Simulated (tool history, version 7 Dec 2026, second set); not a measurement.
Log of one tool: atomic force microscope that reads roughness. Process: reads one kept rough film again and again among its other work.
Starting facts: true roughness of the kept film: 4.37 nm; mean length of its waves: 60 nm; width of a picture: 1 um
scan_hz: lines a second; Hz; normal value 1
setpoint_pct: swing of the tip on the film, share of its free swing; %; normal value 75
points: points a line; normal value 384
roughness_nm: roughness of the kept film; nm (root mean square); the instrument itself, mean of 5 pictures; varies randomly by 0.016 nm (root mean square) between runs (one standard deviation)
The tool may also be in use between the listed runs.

run 1 hour=0 | scan_hz=1 setpoint_pct=75 points=384 | roughness_nm=3.75
run 2 hour=7.8 | scan_hz=1 setpoint_pct=75 points=384 | roughness_nm=3.703
run 3 hour=20.8 | scan_hz=1 setpoint_pct=75 points=384 | roughness_nm=3.695
run 4 hour=31.7 | scan_hz=1 setpoint_pct=75 points=384 | roughness_nm=3.641
run 5 hour=39.9 | scan_hz=1 setpoint_pct=75 points=384 | roughness_nm=3.615
run 6 hour=53.4 | scan_hz=1 setpoint_pct=75 points=384 | roughness_nm=3.573
run 7 hour=69 | scan_hz=1 setpoint_pct=75 points=817 | roughness_nm=3.543
-- hour=72 new tip fitted
run 8 hour=87 | scan_hz=1 setpoint_pct=75 points=817 | roughness_nm=3.804
run 9 hour=102.6 | scan_hz=1.08 setpoint_pct=75 points=384 | roughness_nm=3.738
run 10 hour=110.5 | scan_hz=1 setpoint_pct=75 points=755 | roughness_nm=3.715
run 11 hour=123.8 | scan_hz=1 setpoint_pct=75 points=755 | roughness_nm=3.686
run 12 hour=136.6 | scan_hz=1 setpoint_pct=75 points=755 | roughness_nm=3.647
run 13 hour=149.3 | scan_hz=1 setpoint_pct=75 points=755 | roughness_nm=3.64
run 14 hour=166.3 | scan_hz=1 setpoint_pct=75 points=288 | roughness_nm=3.514
-- hour=174.8 new tip fitted
run 15 hour=180.7 | scan_hz=1 setpoint_pct=75 points=288 | roughness_nm=3.809
run 16 hour=190.4 | scan_hz=1 setpoint_pct=75 points=288 | roughness_nm=3.824
-- hour=192.4 height scale calibrated on a step standard
run 17 hour=201.3 | scan_hz=1.74 setpoint_pct=67 points=480 | roughness_nm=3.712
run 18 hour=219.4 | scan_hz=1.74 setpoint_pct=67 points=480 | roughness_nm=3.689
run 19 hour=228.1 | scan_hz=1.74 setpoint_pct=67 points=480 | roughness_nm=3.641
run 20 hour=243 | scan_hz=1 setpoint_pct=63 points=782 | roughness_nm=3.817
run 21 hour=255 | scan_hz=3.73 setpoint_pct=63 points=782 | roughness_nm=3.394
run 22 hour=267.7 | scan_hz=0.58 setpoint_pct=64 points=574 | roughness_nm=3.764
run 23 hour=276.7 | scan_hz=1.19 setpoint_pct=88 points=581 | roughness_nm=3.238
-- hour=278.9 new tip fitted
-- hour=287.3 height scale calibrated on a step standard, once more
run 24 hour=293.4 | scan_hz=1.76 setpoint_pct=60 points=644 | roughness_nm=3.874
run 25 hour=309.3 | scan_hz=1 setpoint_pct=75 points=575 | roughness_nm=3.755
run 26 hour=324.3 | scan_hz=1 setpoint_pct=75 points=575 | roughness_nm=3.685
run 27 hour=334.8 | scan_hz=0.51 setpoint_pct=78 points=314 | roughness_nm=3.766
run 28 hour=346.6 | scan_hz=0.51 setpoint_pct=78 points=314 | roughness_nm=3.731
run 29 hour=354.8 | scan_hz=1.82 setpoint_pct=78 points=320 | roughness_nm=3.325
run 30 hour=371.4 | scan_hz=1.42 setpoint_pct=68 points=402 | roughness_nm=3.55
-- hour=381.7 new tip fitted
run 31 hour=383 | scan_hz=2.43 setpoint_pct=80 points=384 | roughness_nm=3.294
run 32 hour=390.8 | scan_hz=0.8 setpoint_pct=89 points=384 | roughness_nm=3.641

Results for each run, recomputed without the tool's hidden state and with each run's random variation untouched:
What the log doesn't record here: radius of the tip, nm; height scale over the true one, %; drift of the gauge itself on roughness_nm, %.
run=1 roughness_nm=3.844
run=2 roughness_nm=3.817
run=3 roughness_nm=3.851
run=4 roughness_nm=3.832
run=5 roughness_nm=3.826
run=6 roughness_nm=3.829
run=7 roughness_nm=3.85
run=8 roughness_nm=3.844
run=9 roughness_nm=3.833
run=10 roughness_nm=3.835
run=11 roughness_nm=3.849
run=12 roughness_nm=3.852
run=13 roughness_nm=3.891
run=14 roughness_nm=3.809
run=15 roughness_nm=3.825
run=16 roughness_nm=3.875
run=17 roughness_nm=3.783
run=18 roughness_nm=3.814
run=19 roughness_nm=3.8
run=20 roughness_nm=4.034
run=21 roughness_nm=3.624
run=22 roughness_nm=4.059
run=23 roughness_nm=3.52
run=24 roughness_nm=3.927
run=25 roughness_nm=3.856
run=26 roughness_nm=3.834
run=27 roughness_nm=3.955
run=28 roughness_nm=3.956
run=29 roughness_nm=3.55
run=30 roughness_nm=3.847
run=31 roughness_nm=3.316
run=32 roughness_nm=3.688
